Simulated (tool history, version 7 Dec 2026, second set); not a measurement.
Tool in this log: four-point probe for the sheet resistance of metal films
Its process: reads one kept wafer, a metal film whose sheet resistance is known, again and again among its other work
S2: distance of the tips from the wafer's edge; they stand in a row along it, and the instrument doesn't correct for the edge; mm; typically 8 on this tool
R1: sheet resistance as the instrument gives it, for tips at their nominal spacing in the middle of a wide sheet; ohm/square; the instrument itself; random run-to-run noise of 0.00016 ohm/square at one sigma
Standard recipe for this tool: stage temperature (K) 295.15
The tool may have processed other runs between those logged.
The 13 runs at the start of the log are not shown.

{"run": 14, "day": 8.883, "stage temperature (K)": 295.15, "S2": 35, "R1": 0.817301}
{"run": 15, "day": 9.346, "stage temperature (K)": 295.15, "S2": 35, "R1": 0.817431}
{"run": 16, "day": 9.933, "stage temperature (K)": 295.15, "S2": 35, "R1": 0.816997}
{"run": 17, "day": 10.404, "stage temperature (K)": 295.15, "S2": 41, "R1": 0.817241}
{"run": 18, "day": 11.254, "stage temperature (K)": 295.15, "S2": 41, "R1": 0.817215}
{"run": 19, "day": 11.996, "stage temperature (K)": 301.15, "S2": 30, "R1": 0.810016}
{"run": 20, "day": 12.912, "stage temperature (K)": 295.15, "S2": 47, "R1": 0.817046}
{"run": 21, "day": 13.792, "stage temperature (K)": 292.15, "S2": 9, "R1": 0.826261}
{"run": 22, "day": 14.55, "stage temperature (K)": 294.15, "S2": 28, "R1": 0.818926}
{"run": 23, "day": 15.312, "stage temperature (K)": 294.15, "S2": 28, "R1": 0.818728}
{"run": 24, "day": 16.321, "stage temperature (K)": 294.15, "S2": 28, "R1": 0.818845}
{"run": 25, "day": 17.058, "stage temperature (K)": 294.15, "S2": 28, "R1": 0.819026}
{"run": 26, "day": 17.604, "stage temperature (K)": 300.15, "S2": 4, "R1": 0.837185}
{"run": 27, "day": 18.412, "stage temperature (K)": 300.15, "S2": 3, "R1": 0.856692}
{"run": 28, "day": 19.175, "stage temperature (K)": 300.15, "S2": 3, "R1": 0.856698}
{"run": 29, "day": 19.979, "stage temperature (K)": 300.15, "S2": 3, "R1": 0.856486}
{"run": 30, "day": 20.7, "stage temperature (K)": 293.15, "S2": 5, "R1": 0.836889}

Forecast each of these 4 alternatives for the next run:
{"run": "A", "day": 21.692, "stage temperature (K)": 291.15, "S2": 8, "R1": "?"}
{"run": "B", "day": 21.692, "stage temperature (K)": 308.15, "S2": 10, "R1": "?"}
{"run": "C", "day": 21.692, "stage temperature (K)": 305.15, "S2": 5, "R1": "?"}
{"run": "D", "day": 21.692, "stage temperature (K)": 298.15, "S2": 8, "R1": "?"}

run=A R1=0.828912
run=B R1=0.805947
run=C R1=0.822052
run=D R1=0.820382
With the hidden condition removed and each run's random variation left untouched, the same runs would have given:
run=A R1=0.828902
run=B R1=0.805937
run=C R1=0.822042
run=D R1=0.820372
